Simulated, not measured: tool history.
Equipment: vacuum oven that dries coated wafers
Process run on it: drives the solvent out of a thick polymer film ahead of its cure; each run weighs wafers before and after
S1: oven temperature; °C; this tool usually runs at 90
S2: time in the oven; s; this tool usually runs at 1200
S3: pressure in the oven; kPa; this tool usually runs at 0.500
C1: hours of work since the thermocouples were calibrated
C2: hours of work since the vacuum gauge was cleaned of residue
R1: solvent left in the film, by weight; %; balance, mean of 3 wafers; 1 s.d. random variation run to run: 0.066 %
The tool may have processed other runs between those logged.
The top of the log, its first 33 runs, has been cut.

run,hour,S1,S2,S3,C1,C2,R1
34,2483.7,86,660,0.571,584,1178,11.51
35,2548.6,82,2040,0.702,614,1208,5.96
36,2646.4,90,660,1.233,659,1253,9.74
37,2700.4,90,660,1.233,684,1278,9.74
38,2792.1,90,660,1.233,726,1320,9.72
39,2853.4,90,1560,0.579,755,1349,3.74
40,2922.3,104,780,0.500,786,1380,1.91
41,2999.2,104,780,0.500,822,1416,1.81
42,3062.4,84,1620,0.500,851,1445,6.52
43,3145.5,84,1620,0.500,889,1483,6.75
44,3224.2,90,720,0.500,926,1519,9.21
45,3264.7,90,720,0.500,944,1538,9.25

Here are 4 independent what-if runs from the current tool condition. What would each one return?
A,3350.4,90,720,1.951,984,1578,?
B,3350.4,90,1680,0.500,984,1578,?
C,3350.4,90,600,0.630,984,1578,?
D,3350.4,90,2160,1.036,984,1578,?

run,R1
A,9.58
B,3.45
C,10.56
D,2.41
Without the tool's hidden state the same runs would have given:
run,R1
A,8.24
B,2.37
C,9.27
D,1.58

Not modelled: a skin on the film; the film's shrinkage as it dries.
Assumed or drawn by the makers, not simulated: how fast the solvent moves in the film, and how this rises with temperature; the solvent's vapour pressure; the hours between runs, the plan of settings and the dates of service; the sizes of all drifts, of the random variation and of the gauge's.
